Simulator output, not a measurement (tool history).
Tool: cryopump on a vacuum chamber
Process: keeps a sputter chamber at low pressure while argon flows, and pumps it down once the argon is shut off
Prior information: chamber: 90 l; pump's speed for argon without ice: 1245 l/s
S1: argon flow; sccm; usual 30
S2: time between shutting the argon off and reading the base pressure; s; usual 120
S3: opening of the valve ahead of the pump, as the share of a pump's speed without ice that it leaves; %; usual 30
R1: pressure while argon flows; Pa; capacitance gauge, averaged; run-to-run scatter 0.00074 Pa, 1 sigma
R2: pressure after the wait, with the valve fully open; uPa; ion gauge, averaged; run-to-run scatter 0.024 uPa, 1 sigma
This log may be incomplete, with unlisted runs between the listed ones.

run 1 day=0 | S1=30 S2=120 S3=30 | R1=0.1378 R2=1.41
run 2 day=0.742 | S1=30 S2=120 S3=30 | R1=0.1375 R2=1.45
run 3 day=2.038 | S1=30 S2=55 S3=30 | R1=0.1362 R2=2.22
run 4 day=2.808 | S1=30 S2=120 S3=30 | R1=0.1378 R2=1.45
run 5 day=4.004 | S1=30 S2=120 S3=30 | R1=0.1369 R2=1.5
run 6 day=5.025 | S1=30 S2=120 S3=30 | R1=0.1376 R2=1.44
run 7 day=6.171 | S1=30 S2=120 S3=30 | R1=0.1378 R2=1.47
run 8 day=7.508 | S1=30 S2=120 S3=30 | R1=0.1379 R2=1.52
run 9 day=8.354 | S1=30 S2=120 S3=30 | R1=0.1384 R2=1.58
run 10 day=9.004 | S1=30 S2=120 S3=30 | R1=0.1395 R2=1.63
run 11 day=9.858 | S1=30 S2=120 S3=16 | R1=0.2586 R2=1.51
run 12 day=11.033 | S1=30 S2=120 S3=16 | R1=0.2566 R2=1.56
run 13 day=12.246 | S1=30 S2=41 S3=30 | R1=0.1394 R2=2.9
run 14 day=12.879 | S1=30 S2=120 S3=30 | R1=0.1393 R2=1.55
run 15 day=13.812 | S1=28 S2=120 S3=30 | R1=0.1304 R2=1.61
run 16 day=14.454 | S1=30 S2=120 S3=30 | R1=0.1404 R2=1.58
-- day=14.925 leaking fittings of the chamber tightened, without venting
run 17 day=15.642 | S1=30 S2=120 S3=30 | R1=0.1408 R2=0.97
run 18 day=16.479 | S1=39 S2=147 S3=27 | R1=0.2007 R2=0.89
run 19 day=17.729 | S1=24 S2=199 S3=27 | R1=0.1238 R2=0.8
run 20 day=18.479 | S1=24 S2=199 S3=27 | R1=0.125 R2=0.75
run 21 day=19.629 | S1=24 S2=199 S3=27 | R1=0.1254 R2=0.8
run 22 day=20.304 | S1=40 S2=259 S3=30 | R1=0.1898 R2=0.69
run 23 day=21.254 | S1=30 S2=120 S3=18 | R1=0.2335 R2=1.05
run 24 day=22.025 | S1=17 S2=120 S3=45 | R1=0.0556 R2=1.02
run 25 day=23.267 | S1=17 S2=120 S3=45 | R1=0.0557 R2=1.04
run 26 day=24.471 | S1=17 S2=32 S3=45 | R1=0.0557 R2=2.83
run 27 day=25.125 | S1=17 S2=51 S3=32 | R1=0.0763 R2=1.91
run 28 day=25.962 | S1=30 S2=32 S3=32 | R1=0.1361 R2=2.75
run 29 day=26.542 | S1=14 S2=58 S3=28 | R1=0.0718 R2=1.74
run 30 day=27.242 | S1=14 S2=58 S3=28 | R1=0.0723 R2=1.8
run 31 day=27.8 | S1=14 S2=58 S3=28 | R1=0.0716 R2=1.71
run 32 day=28.521 | S1=30 S2=120 S3=32 | R1=0.135 R2=1.13
run 33 day=29.283 | S1=30 S2=120 S3=32 | R1=0.1353 R2=1.11
run 34 day=30.358 | S1=30 S2=120 S3=32 | R1=0.1356 R2=1.11

Forecast each of these 3 alternatives for the next run:
run A day=30.979 | S1=50 S2=120 S3=30 | R1=? R2=?
run B day=30.979 | S1=30 S2=214 S3=22 | R1=? R2=?
run C day=30.979 | S1=30 S2=52 S3=58 | R1=? R2=?

run=A R1=0.2413 R2=1.09
run=B R1=0.1959 R2=0.82
run=C R1=0.079 R2=1.91
With the hidden condition removed and each run's random variation left untouched, the same runs would have given:
run=A R1=0.2259 R2=0.85
run=B R1=0.1866 R2=0.57
run=C R1=0.0698 R2=1.67
